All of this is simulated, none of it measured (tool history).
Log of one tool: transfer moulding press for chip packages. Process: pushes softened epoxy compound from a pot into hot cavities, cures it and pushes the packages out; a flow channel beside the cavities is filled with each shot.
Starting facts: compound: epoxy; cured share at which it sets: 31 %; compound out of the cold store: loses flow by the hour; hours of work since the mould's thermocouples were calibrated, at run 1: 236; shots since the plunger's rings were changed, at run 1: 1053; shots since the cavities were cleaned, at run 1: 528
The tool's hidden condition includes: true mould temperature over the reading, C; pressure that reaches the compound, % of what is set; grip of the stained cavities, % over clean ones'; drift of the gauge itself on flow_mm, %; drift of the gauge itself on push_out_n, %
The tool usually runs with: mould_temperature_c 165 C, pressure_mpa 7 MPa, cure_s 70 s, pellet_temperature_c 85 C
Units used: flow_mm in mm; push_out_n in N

| run | hour | mould_temperature_c | pressure_mpa | cure_s | pellet_temperature_c | hours of work since the mould's thermocouples were calibrated | shots since the plunger's rings were changed | shots since the cavities were cleaned | incoming compound's hours out of the cold store | flow_mm | push_out_n |
|---|---|---|---|---|---|---|---|---|---|---|---|
| 1 | 0 | 165 | 7 | 70 | 85 | 236 | 1053 | 528 | 13.7 | 951 | 713 |
| 2 | 24.7 | 165 | 7 | 70 | 85 | 254 | 1470 | 945 | 17.7 | 916 | 802 |
|  | 33 | cavities cleaned with cleaning compound and waxed |
| 3 | 52.5 | 165 | 7 | 70 | 85 | 273 | 1916 | 330 | 44.3 | 779 | 584 |
| 4 | 67.6 | 165 | 7 | 70 | 85 | 284 | 2170 | 584 | 11.2 | 946 | 752 |
| 5 | 83.3 | 165 | 7 | 70 | 85 | 295 | 2436 | 850 | 31 | 834 | 741 |
|  | 97.3 | cavities cleaned with cleaning compound and waxed |
| 6 | 114.9 | 165 | 7 | 70 | 85 | 317 | 2946 | 298 | 28.5 | 826 | 563 |
| 7 | 136.4 | 165 | 6.17 | 70 | 85 | 333 | 3309 | 661 | 19.3 | 819 | 745 |
|  | 162.9 | cavities cleaned with cleaning compound and waxed |
| 8 | 170.3 | 165 | 7.38 | 70 | 79 | 356 | 3856 | 124 | 26.1 | 854 | 479 |
| 9 | 197.7 | 165 | 7.38 | 70 | 79 | 376 | 4320 | 588 | 25.4 | 848 | 669 |
| 10 | 215.5 | 160 | 7.38 | 68 | 81 | 389 | 4622 | 890 | 14.6 | 910 | 1234 |
|  | 229.2 | cavities cleaned with cleaning compound and waxed |
| 11 | 239.6 | 161 | 7.32 | 68 | 83 | 405 | 5004 | 176 | 14.2 | 895 | 808 |

Selected run-to-run steps in flow_mm, each split into two signed amounts: the part the tool would show with no hidden state at all (from settings, incoming material and random variation), and the remainder, which goes to the hidden state together with any gauge scatter not common to the measured and the hidden-state-free results:
Run 3 -> 4: nothing adjusted, nothing logged. flow_mm +167 mm: hidden state -13, all else +180.
Run 7 -> 8: pressure_mpa 6.17 -> 7.38, pellet_temperature_c 85 -> 79, cavities cleaned with cleaning compound and waxed. flow_mm +35 mm: hidden state -15, all else +50.
